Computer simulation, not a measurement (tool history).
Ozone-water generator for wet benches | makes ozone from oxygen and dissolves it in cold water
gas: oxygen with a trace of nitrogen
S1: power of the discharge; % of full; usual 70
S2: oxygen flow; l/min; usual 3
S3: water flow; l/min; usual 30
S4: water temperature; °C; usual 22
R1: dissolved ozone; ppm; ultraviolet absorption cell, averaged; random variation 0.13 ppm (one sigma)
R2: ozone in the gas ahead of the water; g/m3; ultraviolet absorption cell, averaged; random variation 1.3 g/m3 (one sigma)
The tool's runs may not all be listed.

| run | hour | S1 | S2 | S3 | S4 | R1 | R2 |
|---|---|---|---|---|---|---|---|
| 1 | 0 | 70 | 3 | 30 | 22 | 13.6 | 241.3 |
| 2 | 67.7 | 70 | 3 | 30 | 22 | 13.4 | 243.3 |
| 3 | 149.4 | 70 | 2.4 | 30 | 22 | 13.3 | 279.5 |
| 4 | 206.2 | 70 | 2.88 | 30 | 22 | 13.6 | 247.2 |
| 5 | 310.7 | 70 | 1.89 | 30 | 22 | 12.9 | 332.1 |
| 6 | 391.4 | 70 | 3.31 | 30 | 22 | 14 | 223.9 |
| 7 | 505.9 | 70 | 3.31 | 30 | 22 | 13.6 | 225.2 |
| 8 | 601.4 | 70 | 3 | 30 | 22 | 13.6 | 239.7 |
| 9 | 704.2 | 70 | 3 | 30 | 22 | 13.6 | 237.8 |
| 10 | 816.2 | 70 | 3 | 30 | 22 | 13.4 | 239.5 |
| 11 | 928.9 | 70 | 3.36 | 30 | 22 | 13.9 | 220.2 |
| 12 | 1006 | 70 | 3.36 | 30 | 22 | 13.4 | 220.7 |
| 13 | 1096.8 | 70 | 3.36 | 30 | 22 | 13.6 | 221.7 |
| 14 | 1201.6 | 70 | 3.36 | 30 | 22 | 13.7 | 221.7 |
| 15 | 1301.7 | 70 | 3.36 | 30 | 25 | 13.4 | 218.7 |
| 16 | 1386.6 | 70 | 3.36 | 30 | 25 | 13.2 | 220.3 |
| 17 | 1493 | 70 | 3.36 | 30 | 25 | 13.2 | 219.6 |
| 18 | 1562.1 | 85 | 4.18 | 30 | 22 | 16.1 | 220.7 |
|  | 1630.9 | gauge calibrated |
| 19 | 1653.5 | 85 | 4.18 | 30 | 22 | 16 | 227.7 |
| 20 | 1719.9 | 41 | 2.54 | 30 | 22 | 8.8 | 175.3 |
| 21 | 1816.4 | 41 | 5.39 | 46 | 14 | 6.5 | 103.4 |
| 22 | 1886.9 | 41 | 5.39 | 46 | 14 | 6.5 | 103.9 |
| 23 | 1954.5 | 69 | 3 | 22 | 14 | 19.2 | 238.9 |
| 24 | 2055.3 | 84 | 3 | 31 | 22 | 15.4 | 280.2 |
| 25 | 2151.6 | 48 | 1.67 | 18 | 22 | 15.2 | 261 |
| 26 | 2204.3 | 70 | 4.38 | 47 | 18 | 9.4 | 188.5 |
| 27 | 2330.6 | 70 | 3 | 30 | 22 | 13.7 | 236.5 |
| 28 | 2417.6 | 73 | 3 | 41 | 18 | 10.5 | 247.6 |
| 29 | 2522 | 73 | 4.26 | 41 | 18 | 11.3 | 195.2 |
| 30 | 2632.4 | 62 | 3 | 21 | 29 | 15.6 | 214.6 |
| 31 | 2694.1 | 62 | 3 | 21 | 29 | 15.3 | 215.7 |
| 32 | 2770.4 | 76 | 3 | 43 | 29 | 9.6 | 252.7 |
| 33 | 2847.1 | 76 | 2.4 | 31 | 29 | 13.2 | 293.1 |

Forecast each of these 4 alternatives for the next run:
| A | 2926.6 | 81 | 2.6 | 30 | 22 | ? | ? |
| B | 2926.6 | 70 | 3 | 21 | 22 | ? | ? |
| C | 2926.6 | 70 | 3.52 | 30 | 17 | ? | ? |
| D | 2926.6 | 73 | 3 | 35 | 17 | ? | ? |

| run | R1 | R2 |
|---|---|---|
| A | 15 | 293.7 |
| B | 18.6 | 235.9 |
| C | 14.1 | 212 |
| D | 12.6 | 246.9 |
Without the tool's hidden state the same runs would have given:
| run | R1 | R2 |
|---|---|---|
| A | 15.1 | 300.8 |
| B | 18.6 | 241.6 |
| C | 14.1 | 217.1 |
| D | 12.6 | 252.8 |
